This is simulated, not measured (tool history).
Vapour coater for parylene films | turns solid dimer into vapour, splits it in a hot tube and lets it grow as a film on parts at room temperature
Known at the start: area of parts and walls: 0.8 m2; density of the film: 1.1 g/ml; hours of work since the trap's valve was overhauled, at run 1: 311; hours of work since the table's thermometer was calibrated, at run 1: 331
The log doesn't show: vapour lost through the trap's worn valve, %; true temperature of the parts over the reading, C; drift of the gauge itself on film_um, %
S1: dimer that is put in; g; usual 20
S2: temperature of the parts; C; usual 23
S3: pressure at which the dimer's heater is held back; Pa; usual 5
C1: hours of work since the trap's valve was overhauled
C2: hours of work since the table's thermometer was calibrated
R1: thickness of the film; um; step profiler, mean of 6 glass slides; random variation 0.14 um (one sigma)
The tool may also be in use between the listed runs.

run,hour,S1,S2,S3,C1,C2,R1
1,0,20,23,5,311,331,15.19
2,19.1,20,23,5,325,345,15.34
3,35.1,20,23,5,336,356,15.27
4,43.8,20,23,5,342,362,15.25
5,56.2,20,23,5,351,371,15.16
# hour 61.5: trap's valve overhauled
6,71.5,20,23,5,7,379,14.42
7,82.8,20,23,5.21,15,387,14.38
8,91.1,34,18,5,21,393,29.24
9,104.7,17,23,5,31,402,12.11

Forecast run 10:
10,114.1,17,23,5,37,409,?

R1: 12.07 um
Without the tool's hidden state the same run would have given R1 14.59 um.

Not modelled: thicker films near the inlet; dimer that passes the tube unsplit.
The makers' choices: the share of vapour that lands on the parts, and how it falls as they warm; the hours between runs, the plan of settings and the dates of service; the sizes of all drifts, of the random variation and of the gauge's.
